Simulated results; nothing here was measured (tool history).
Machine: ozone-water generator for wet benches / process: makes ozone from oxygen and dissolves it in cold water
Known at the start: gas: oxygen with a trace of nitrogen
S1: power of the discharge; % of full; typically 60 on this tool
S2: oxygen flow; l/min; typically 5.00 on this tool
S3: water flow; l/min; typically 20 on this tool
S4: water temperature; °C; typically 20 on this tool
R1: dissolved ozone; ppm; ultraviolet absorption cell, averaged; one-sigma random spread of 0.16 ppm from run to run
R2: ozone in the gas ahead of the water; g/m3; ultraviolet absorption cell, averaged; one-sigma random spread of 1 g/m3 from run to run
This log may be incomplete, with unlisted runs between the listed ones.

run	hour	S1	S2	S3	S4	R1	R2
1	0.0	60	5.00	20	20	19.8	176.2
2	21.1	60	5.00	20	20	19.8	175.4
3	63.6	78	5.00	20	20	24.5	219.6
4	106.6	78	5.00	20	20	24.5	215.0
5	151.7	78	5.00	20	19	24.7	218.2
6	178.4	81	5.00	20	20	25.3	221.2
7	225.3	81	5.00	20	20	25.0	223.6
8	247.2	60	5.00	20	20	19.7	174.8
9	292.4	60	5.00	20	20	20.1	175.7
10	332.4	60	5.00	22	20	18.5	172.6
11	362.2	60	5.00	22	20	18.6	175.2
12	408.0	60	5.00	20	20	20.0	174.2
13	443.8	60	3.21	20	20	19.3	222.7
14	470.4	60	5.00	27	20	15.5	174.4
15	494.7	60	5.00	12	20	27.5	176.4
16	527.6	60	5.00	12	20	27.6	174.7
17	547.8	60	5.00	12	20	27.3	174.9
18	582.9	55	5.57	20	20	18.2	153.5
19	623.0	60	2.74	31	20	12.8	240.7
20	668.9	60	3.08	20	12	20.9	227.6
21	706.4	60	4.68	21	24	18.2	181.6
22	739.4	60	4.21	16	16	24.6	193.4
23	773.0	60	4.72	18	20	21.4	180.9
24	809.3	60	7.55	14	20	23.7	138.4
25	829.9	60	4.19	20	20	19.5	193.7
26	859.6	94	2.52	17	14	32.1	363.9
27	901.4	94	2.52	17	14	32.5	365.7
28	923.8	60	5.00	14	20	24.7	175.6
29	961.0	60	5.00	14	20	24.9	175.1
30	996.7	60	2.67	16	20	22.6	246.0
31	1023.3	60	2.67	16	20	22.7	244.4
32	1048.4	59	6.56	20	20	19.2	148.2

The same runs without the tool's hidden state, with the same run-to-run variation:
What the log doesn't record here: yield of the discharge, % of new electrodes'; contactor's efficiency, % of a clean one's; true water temperature over the reading, C; drift of the gauge itself on ozone_ppm, %; drift of the gauge itself on gas_g_m3, %.
run	R1	R2
1	20.7	177.9
2	20.7	177.2
3	25.7	222.5
4	25.8	217.9
5	26.0	221.3
6	26.6	224.6
7	26.4	227.1
8	20.7	177.1
9	21.2	178.1
10	19.5	175.0
11	19.6	177.7
12	21.0	176.8
13	20.4	226.1
14	16.4	177.1
15	28.7	179.2
16	28.8	177.5
17	28.5	177.7
18	19.3	155.8
19	13.7	244.9
20	22.2	231.7
21	19.3	184.9
22	25.9	197.0
23	22.7	184.4
24	24.9	141.2
25	20.7	197.6
26	34.3	374.3
27	34.7	376.5
28	26.0	179.2
29	26.3	178.9
30	23.9	251.4
31	24.1	249.8
32	20.5	151.4
